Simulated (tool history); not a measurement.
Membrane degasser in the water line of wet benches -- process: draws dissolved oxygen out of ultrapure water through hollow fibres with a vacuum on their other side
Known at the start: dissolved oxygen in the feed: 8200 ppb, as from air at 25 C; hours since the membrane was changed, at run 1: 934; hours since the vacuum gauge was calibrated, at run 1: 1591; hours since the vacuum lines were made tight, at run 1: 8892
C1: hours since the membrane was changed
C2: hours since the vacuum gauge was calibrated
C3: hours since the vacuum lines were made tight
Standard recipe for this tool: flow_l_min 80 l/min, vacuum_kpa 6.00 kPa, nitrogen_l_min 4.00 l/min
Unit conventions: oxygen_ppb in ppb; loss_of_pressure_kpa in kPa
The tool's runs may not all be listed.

run 1 hour=0.0 | flow_l_min=80 vacuum_kpa=6.00 nitrogen_l_min=4.00 | C1=934 C2=1591 C3=8892 | oxygen_ppb=129.0 loss_of_pressure_kpa=66.89
run 2 hour=34.8 | flow_l_min=56 vacuum_kpa=6.00 nitrogen_l_min=4.00 | C1=969 C2=1626 C3=8927 | oxygen_ppb=91.1 loss_of_pressure_kpa=46.94
run 3 hour=76.3 | flow_l_min=80 vacuum_kpa=6.00 nitrogen_l_min=4.00 | C1=1011 C2=1668 C3=8969 | oxygen_ppb=129.6 loss_of_pressure_kpa=67.07
run 4 hour=128.5 | flow_l_min=80 vacuum_kpa=6.00 nitrogen_l_min=4.00 | C1=1063 C2=1720 C3=9021 | oxygen_ppb=130.1 loss_of_pressure_kpa=67.35
run 5 hour=174.5 | flow_l_min=80 vacuum_kpa=6.79 nitrogen_l_min=4.00 | C1=1109 C2=1766 C3=9067 | oxygen_ppb=162.3 loss_of_pressure_kpa=66.98
run 6 hour=204.0 | flow_l_min=80 vacuum_kpa=6.79 nitrogen_l_min=4.00 | C1=1138 C2=1795 C3=9096 | oxygen_ppb=163.1 loss_of_pressure_kpa=67.04
run 7 hour=233.5 | flow_l_min=80 vacuum_kpa=6.00 nitrogen_l_min=4.00 | C1=1168 C2=1825 C3=9126 | oxygen_ppb=129.5 loss_of_pressure_kpa=66.89
run 8 hour=257.4 | flow_l_min=80 vacuum_kpa=6.00 nitrogen_l_min=4.00 | C1=1192 C2=1849 C3=9150 | oxygen_ppb=129.4 loss_of_pressure_kpa=67.21
-- hour=261.5 vacuum gauge calibrated
run 9 hour=282.1 | flow_l_min=80 vacuum_kpa=5.21 nitrogen_l_min=4.00 | C1=1216 C2=21 C3=9174 | oxygen_ppb=94.5 loss_of_pressure_kpa=67.23
run 10 hour=316.5 | flow_l_min=80 vacuum_kpa=7.07 nitrogen_l_min=4.00 | C1=1250 C2=55 C3=9209 | oxygen_ppb=176.3 loss_of_pressure_kpa=67.20
run 11 hour=339.2 | flow_l_min=80 vacuum_kpa=7.07 nitrogen_l_min=4.00 | C1=1273 C2=78 C3=9231 | oxygen_ppb=175.9 loss_of_pressure_kpa=67.51
run 12 hour=368.4 | flow_l_min=112 vacuum_kpa=4.41 nitrogen_l_min=2.31 | C1=1302 C2=107 C3=9260 | oxygen_ppb=134.6 loss_of_pressure_kpa=93.44
run 13 hour=418.1 | flow_l_min=112 vacuum_kpa=12.36 nitrogen_l_min=1.63 | C1=1352 C2=157 C3=9310 | oxygen_ppb=1027.1 loss_of_pressure_kpa=94.47
run 14 hour=463.4 | flow_l_min=80 vacuum_kpa=6.00 nitrogen_l_min=7.87 | C1=1397 C2=202 C3=9355 | oxygen_ppb=72.2 loss_of_pressure_kpa=67.09
-- hour=481.9 vacuum gauge calibrated, once more
run 15 hour=497.0 | flow_l_min=58 vacuum_kpa=4.49 nitrogen_l_min=4.00 | C1=1430 C2=15 C3=9388 | oxygen_ppb=42.1 loss_of_pressure_kpa=48.91
run 16 hour=526.3 | flow_l_min=58 vacuum_kpa=4.49 nitrogen_l_min=4.00 | C1=1460 C2=44 C3=9418 | oxygen_ppb=42.4 loss_of_pressure_kpa=48.51
run 17 hour=560.0 | flow_l_min=80 vacuum_kpa=6.00 nitrogen_l_min=6.08 | C1=1493 C2=78 C3=9451 | oxygen_ppb=87.5 loss_of_pressure_kpa=68.01
run 18 hour=588.4 | flow_l_min=56 vacuum_kpa=6.00 nitrogen_l_min=6.08 | C1=1522 C2=107 C3=9480 | oxygen_ppb=60.7 loss_of_pressure_kpa=47.46
run 19 hour=614.1 | flow_l_min=56 vacuum_kpa=12.65 nitrogen_l_min=7.10 | C1=1547 C2=132 C3=9506 | oxygen_ppb=174.7 loss_of_pressure_kpa=47.24
run 20 hour=636.6 | flow_l_min=56 vacuum_kpa=12.65 nitrogen_l_min=7.10 | C1=1570 C2=155 C3=9528 | oxygen_ppb=176.6 loss_of_pressure_kpa=47.09
run 21 hour=669.5 | flow_l_min=56 vacuum_kpa=12.65 nitrogen_l_min=7.10 | C1=1603 C2=188 C3=9561 | oxygen_ppb=177.0 loss_of_pressure_kpa=47.00

Measured result minus the same run's result without the hidden state. Both carry the same run-to-run variation, though not necessarily the same gauge scatter:
Hidden state at play: membrane still open, %; true pressure behind the membrane over the reading, kPa; air that leaks in behind the membrane, l/min; drift of the gauge itself on oxygen_ppb, %; drift of the gauge itself on loss_of_pressure_kpa, %.
run=1 oxygen_ppb=+1.4 loss_of_pressure_kpa=+0.28
run=2 oxygen_ppb=+1.0 loss_of_pressure_kpa=+0.20
run=3 oxygen_ppb=+1.4 loss_of_pressure_kpa=+0.30
run=4 oxygen_ppb=+1.5 loss_of_pressure_kpa=+0.32
run=5 oxygen_ppb=+1.7 loss_of_pressure_kpa=+0.33
run=6 oxygen_ppb=+1.6 loss_of_pressure_kpa=+0.34
run=7 oxygen_ppb=+1.7 loss_of_pressure_kpa=+0.34
run=8 oxygen_ppb=+1.8 loss_of_pressure_kpa=+0.36
run=9 oxygen_ppb=+2.2 loss_of_pressure_kpa=+0.37
run=10 oxygen_ppb=+2.3 loss_of_pressure_kpa=+0.37
run=11 oxygen_ppb=+2.4 loss_of_pressure_kpa=+0.38
run=12 oxygen_ppb=+5.0 loss_of_pressure_kpa=+0.54
run=13 oxygen_ppb=+5.0 loss_of_pressure_kpa=+0.57
run=14 oxygen_ppb=+1.5 loss_of_pressure_kpa=+0.42
run=15 oxygen_ppb=-0.9 loss_of_pressure_kpa=+0.31
run=16 oxygen_ppb=-0.9 loss_of_pressure_kpa=+0.32
run=17 oxygen_ppb=-0.5 loss_of_pressure_kpa=+0.45
run=18 oxygen_ppb=-0.4 loss_of_pressure_kpa=+0.32
run=19 oxygen_ppb=+0.0 loss_of_pressure_kpa=+0.32
run=20 oxygen_ppb=+0.0 loss_of_pressure_kpa=+0.33
run=21 oxygen_ppb=+0.0 loss_of_pressure_kpa=+0.34
